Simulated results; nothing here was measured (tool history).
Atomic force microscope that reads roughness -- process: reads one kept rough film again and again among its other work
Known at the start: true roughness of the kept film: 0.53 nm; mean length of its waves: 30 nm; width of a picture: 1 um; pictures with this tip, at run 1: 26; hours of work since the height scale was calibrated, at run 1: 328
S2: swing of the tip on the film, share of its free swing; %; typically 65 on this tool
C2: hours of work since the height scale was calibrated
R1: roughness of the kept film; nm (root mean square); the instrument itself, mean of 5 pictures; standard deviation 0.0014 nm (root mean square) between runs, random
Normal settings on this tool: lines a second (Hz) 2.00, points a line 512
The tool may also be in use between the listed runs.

{"run": 1, "hour": 0.0, "lines a second (Hz)": 2.0, "S2": 65, "points a line": 512, "pictures with this tip": 26, "C2": 328, "R1": 0.479}
{"run": 2, "hour": 12.4, "lines a second (Hz)": 2.0, "S2": 65, "points a line": 512, "pictures with this tip": 49, "C2": 335, "R1": 0.474}
{"run": 3, "hour": 25.3, "lines a second (Hz)": 2.0, "S2": 65, "points a line": 512, "pictures with this tip": 74, "C2": 343, "R1": 0.47}
{"run": 4, "hour": 32.9, "lines a second (Hz)": 2.0, "S2": 65, "points a line": 512, "pictures with this tip": 88, "C2": 348, "R1": 0.468}
{"hour": 34.8, "done": "new tip fitted"}
{"run": 5, "hour": 40.7, "lines a second (Hz)": 2.0, "S2": 65, "points a line": 512, "pictures with this tip": 11, "C2": 352, "R1": 0.483}
{"run": 6, "hour": 53.4, "lines a second (Hz)": 2.0, "S2": 65, "points a line": 512, "pictures with this tip": 35, "C2": 360, "R1": 0.475}
{"run": 7, "hour": 62.6, "lines a second (Hz)": 2.0, "S2": 65, "points a line": 512, "pictures with this tip": 52, "C2": 365, "R1": 0.472}
{"run": 8, "hour": 78.4, "lines a second (Hz)": 2.0, "S2": 65, "points a line": 512, "pictures with this tip": 82, "C2": 375, "R1": 0.467}
{"hour": 82.3, "done": "new tip fitted"}
{"run": 9, "hour": 88.7, "lines a second (Hz)": 2.0, "S2": 65, "points a line": 512, "pictures with this tip": 12, "C2": 381, "R1": 0.48}
{"run": 10, "hour": 103.0, "lines a second (Hz)": 2.0, "S2": 65, "points a line": 512, "pictures with this tip": 39, "C2": 390, "R1": 0.477}
{"run": 11, "hour": 110.4, "lines a second (Hz)": 2.0, "S2": 87, "points a line": 512, "pictures with this tip": 53, "C2": 394, "R1": 0.404}
{"run": 12, "hour": 118.9, "lines a second (Hz)": 2.0, "S2": 65, "points a line": 512, "pictures with this tip": 69, "C2": 399, "R1": 0.465}
{"hour": 129.7, "done": "new tip fitted"}
{"run": 13, "hour": 133.2, "lines a second (Hz)": 2.0, "S2": 65, "points a line": 512, "pictures with this tip": 6, "C2": 408, "R1": 0.477}
{"run": 14, "hour": 140.9, "lines a second (Hz)": 2.0, "S2": 65, "points a line": 512, "pictures with this tip": 21, "C2": 412, "R1": 0.477}
{"run": 15, "hour": 153.7, "lines a second (Hz)": 2.0, "S2": 65, "points a line": 512, "pictures with this tip": 45, "C2": 420, "R1": 0.472}
{"run": 16, "hour": 162.0, "lines a second (Hz)": 2.0, "S2": 65, "points a line": 512, "pictures with this tip": 61, "C2": 425, "R1": 0.47}
{"run": 17, "hour": 170.9, "lines a second (Hz)": 2.0, "S2": 65, "points a line": 512, "pictures with this tip": 78, "C2": 431, "R1": 0.467}
{"hour": 177.2, "done": "new tip fitted"}
{"run": 18, "hour": 182.6, "lines a second (Hz)": 2.0, "S2": 65, "points a line": 512, "pictures with this tip": 10, "C2": 437, "R1": 0.478}
{"run": 19, "hour": 198.3, "lines a second (Hz)": 2.0, "S2": 70, "points a line": 512, "pictures with this tip": 40, "C2": 447, "R1": 0.463}
{"run": 20, "hour": 205.7, "lines a second (Hz)": 2.0, "S2": 70, "points a line": 512, "pictures with this tip": 54, "C2": 451, "R1": 0.458}
{"run": 21, "hour": 218.5, "lines a second (Hz)": 2.0, "S2": 65, "points a line": 512, "pictures with this tip": 78, "C2": 459, "R1": 0.47}
{"hour": 225.4, "done": "new tip fitted"}
{"run": 22, "hour": 228.0, "lines a second (Hz)": 2.0, "S2": 65, "points a line": 512, "pictures with this tip": 5, "C2": 465, "R1": 0.481}
{"run": 23, "hour": 235.7, "lines a second (Hz)": 2.0, "S2": 65, "points a line": 536, "pictures with this tip": 20, "C2": 469, "R1": 0.48}
{"run": 24, "hour": 248.4, "lines a second (Hz)": 2.0, "S2": 65, "points a line": 314, "pictures with this tip": 44, "C2": 477, "R1": 0.473}
{"run": 25, "hour": 263.0, "lines a second (Hz)": 2.0, "S2": 65, "points a line": 314, "pictures with this tip": 71, "C2": 486, "R1": 0.467}
{"hour": 273.2, "done": "new tip fitted"}
{"run": 26, "hour": 276.5, "lines a second (Hz)": 2.0, "S2": 78, "points a line": 512, "pictures with this tip": 6, "C2": 494, "R1": 0.446}
{"run": 27, "hour": 285.5, "lines a second (Hz)": 2.0, "S2": 78, "points a line": 512, "pictures with this tip": 23, "C2": 499, "R1": 0.442}
{"run": 28, "hour": 298.7, "lines a second (Hz)": 2.0, "S2": 66, "points a line": 266, "pictures with this tip": 48, "C2": 507, "R1": 0.467}
{"run": 29, "hour": 311.6, "lines a second (Hz)": 2.0, "S2": 66, "points a line": 266, "pictures with this tip": 72, "C2": 515, "R1": 0.462}
{"run": 30, "hour": 318.8, "lines a second (Hz)": 0.76, "S2": 87, "points a line": 275, "pictures with this tip": 86, "C2": 520, "R1": 0.452}
{"hour": 321.4, "done": "new tip fitted"}
{"run": 31, "hour": 330.7, "lines a second (Hz)": 2.0, "S2": 64, "points a line": 654, "pictures with this tip": 17, "C2": 526, "R1": 0.485}
{"run": 32, "hour": 339.1, "lines a second (Hz)": 2.0, "S2": 64, "points a line": 654, "pictures with this tip": 34, "C2": 532, "R1": 0.478}
{"run": 33, "hour": 352.6, "lines a second (Hz)": 2.0, "S2": 64, "points a line": 654, "pictures with this tip": 59, "C2": 540, "R1": 0.477}
{"run": 34, "hour": 363.5, "lines a second (Hz)": 2.0, "S2": 64, "points a line": 654, "pictures with this tip": 80, "C2": 546, "R1": 0.474}
{"hour": 369.4, "done": "new tip fitted"}
{"run": 35, "hour": 371.0, "lines a second (Hz)": 2.34, "S2": 65, "points a line": 618, "pictures with this tip": 3, "C2": 551, "R1": 0.475}
{"run": 36, "hour": 381.1, "lines a second (Hz)": 2.34, "S2": 65, "points a line": 618, "pictures with this tip": 22, "C2": 557, "R1": 0.475}
{"run": 37, "hour": 391.7, "lines a second (Hz)": 3.5, "S2": 81, "points a line": 528, "pictures with this tip": 42, "C2": 563, "R1": 0.381}
{"run": 38, "hour": 399.3, "lines a second (Hz)": 2.0, "S2": 80, "points a line": 512, "pictures with this tip": 57, "C2": 568, "R1": 0.43}
{"run": 39, "hour": 410.0, "lines a second (Hz)": 2.0, "S2": 80, "points a line": 512, "pictures with this tip": 77, "C2": 574, "R1": 0.428}
{"hour": 417.0, "done": "new tip fitted"}
{"run": 40, "hour": 420.9, "lines a second (Hz)": 2.0, "S2": 56, "points a line": 305, "pictures with this tip": 8, "C2": 581, "R1": 0.498}
{"run": 41, "hour": 429.3, "lines a second (Hz)": 2.37, "S2": 65, "points a line": 259, "pictures with this tip": 23, "C2": 586, "R1": 0.466}
{"run": 42, "hour": 438.7, "lines a second (Hz)": 2.37, "S2": 78, "points a line": 519, "pictures with this tip": 41, "C2": 591, "R1": 0.431}
{"run": 43, "hour": 449.6, "lines a second (Hz)": 2.37, "S2": 78, "points a line": 519, "pictures with this tip": 62, "C2": 598, "R1": 0.423}
{"run": 44, "hour": 461.9, "lines a second (Hz)": 2.37, "S2": 78, "points a line": 519, "pictures with this tip": 85, "C2": 606, "R1": 0.42}
{"hour": 465.3, "done": "new tip fitted"}
{"run": 45, "hour": 478.2, "lines a second (Hz)": 2.37, "S2": 78, "points a line": 519, "pictures with this tip": 24, "C2": 615, "R1": 0.431}
{"run": 46, "hour": 491.9, "lines a second (Hz)": 1.74, "S2": 65, "points a line": 512, "pictures with this tip": 50, "C2": 623, "R1": 0.479}
{"run": 47, "hour": 502.8, "lines a second (Hz)": 1.74, "S2": 64, "points a line": 512, "pictures with this tip": 71, "C2": 630, "R1": 0.478}
{"hour": 513.5, "done": "new tip fitted"}
{"run": 48, "hour": 517.6, "lines a second (Hz)": 1.74, "S2": 64, "points a line": 512, "pictures with this tip": 8, "C2": 639, "R1": 0.485}
{"run": 49, "hour": 528.3, "lines a second (Hz)": 0.93, "S2": 58, "points a line": 451, "pictures with this tip": 28, "C2": 645, "R1": 0.506}
{"run": 50, "hour": 537.3, "lines a second (Hz)": 0.57, "S2": 81, "points a line": 434, "pictures with this tip": 45, "C2": 651, "R1": 0.487}
{"run": 51, "hour": 550.9, "lines a second (Hz)": 1.89, "S2": 71, "points a line": 1016, "pictures with this tip": 71, "C2": 659, "R1": 0.457}
{"run": 52, "hour": 559.3, "lines a second (Hz)": 2.3, "S2": 85, "points a line": 983, "pictures with this tip": 87, "C2": 664, "R1": 0.399}

Expected results for the next run?
{"hour": 560.8, "done": "new tip fitted"}
{"run": 53, "hour": 569.9, "lines a second (Hz)": 1.78, "S2": 78, "points a line": 563, "pictures with this tip": 17, "C2": 670, "R1": "?"}

R1: 0.451 nm (root mean square)
On a tool with no hidden condition, and with the same random variation, this run would have come out at R1 0.450 nm (root mean square).
